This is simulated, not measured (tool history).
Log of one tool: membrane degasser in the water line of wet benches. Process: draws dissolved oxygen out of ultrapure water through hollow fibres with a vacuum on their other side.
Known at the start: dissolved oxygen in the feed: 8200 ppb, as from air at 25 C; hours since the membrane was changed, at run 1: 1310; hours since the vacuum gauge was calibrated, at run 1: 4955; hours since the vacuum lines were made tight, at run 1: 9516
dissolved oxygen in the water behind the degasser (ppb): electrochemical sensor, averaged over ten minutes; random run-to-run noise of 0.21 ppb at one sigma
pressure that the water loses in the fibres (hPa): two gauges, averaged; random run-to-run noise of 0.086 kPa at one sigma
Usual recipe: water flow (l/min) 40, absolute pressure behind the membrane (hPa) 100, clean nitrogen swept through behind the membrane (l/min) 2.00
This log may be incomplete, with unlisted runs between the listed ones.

run	hour	water flow (l/min)	absolute pressure behind the membrane (hPa)	clean nitrogen swept through behind the membrane (l/min)	hours since the membrane was changed	hours since the vacuum gauge was calibrated	hours since the vacuum lines were made tight	dissolved oxygen in the water behind the degasser (ppb)	pressure that the water loses in the fibres (hPa)
1	0.0	40	100	2.00	1310	4955	9516	299.4	304.6
2	52.2	40	100	0.89	1362	5007	9568	571.7	304.3
3	99.6	40	100	0.89	1410	5054	9616	572.5	303.5
4	153.4	24	100	2.00	1463	5108	9669	190.2	183.8
5	181.2	24	100	2.00	1491	5136	9697	190.0	182.9
6	213.0	24	100	2.00	1523	5168	9729	189.9	181.1
7	254.8	24	100	2.00	1565	5209	9771	189.9	181.8
# hour 260.5: vacuum gauge calibrated
8	294.0	24	100	2.00	1604	34	9810	190.8	182.3
9	327.8	24	100	2.00	1637	67	9843	190.8	182.8
10	381.4	35	100	2.00	1691	121	9897	267.5	265.7
11	413.5	40	100	2.00	1723	153	9929	301.5	304.6
12	460.6	40	100	3.68	1770	200	9976	176.1	305.3
13	491.4	33	100	1.62	1801	231	10007	304.7	250.4
14	526.0	40	100	2.82	1836	266	10042	223.5	303.4
# hour 554.4: vacuum gauge calibrated, once more
15	572.5	28	182	2.62	1882	18	10088	365.7	211.6
16	616.4	39	79	1.84	1925	62	10132	219.6	296.0
17	642.4	39	79	1.84	1951	88	10158	219.9	296.2
18	688.7	39	79	1.84	1998	134	10204	219.6	296.4
19	730.0	58	61	3.37	2039	176	10245	129.2	441.2
20	780.3	59	74	5.42	2089	226	10295	124.7	447.7
21	824.3	59	74	5.42	2133	270	10339	124.5	448.6
22	854.5	59	74	5.42	2164	300	10370	124.6	449.8
23	895.4	59	74	5.42	2204	341	10410	124.6	448.5

Alternative continuations, all from the tool just after run 23; predict every row:
A	941.7	59	150	2.00	2251	387	10457	?	?
B	941.7	40	100	3.46	2251	387	10457	?	?
C	941.7	33	62	5.64	2251	387	10457	?	?
D	941.7	54	100	1.69	2251	387	10457	?	?
E	941.7	27	100	2.00	2251	387	10457	?	?

run	dissolved oxygen in the water behind the degasser (ppb)	pressure that the water loses in the fibres (hPa)
A	702.1	450.0
B	184.5	305.5
C	43.9	251.0
D	447.1	412.2
E	210.5	205.8
Without the tool's unlogged condition, the same runs would have read:
run	dissolved oxygen in the water behind the degasser (ppb)	pressure that the water loses in the fibres (hPa)
A	699.0	447.3
B	182.7	303.6
C	43.2	249.5
D	444.5	409.7
E	208.1	204.6

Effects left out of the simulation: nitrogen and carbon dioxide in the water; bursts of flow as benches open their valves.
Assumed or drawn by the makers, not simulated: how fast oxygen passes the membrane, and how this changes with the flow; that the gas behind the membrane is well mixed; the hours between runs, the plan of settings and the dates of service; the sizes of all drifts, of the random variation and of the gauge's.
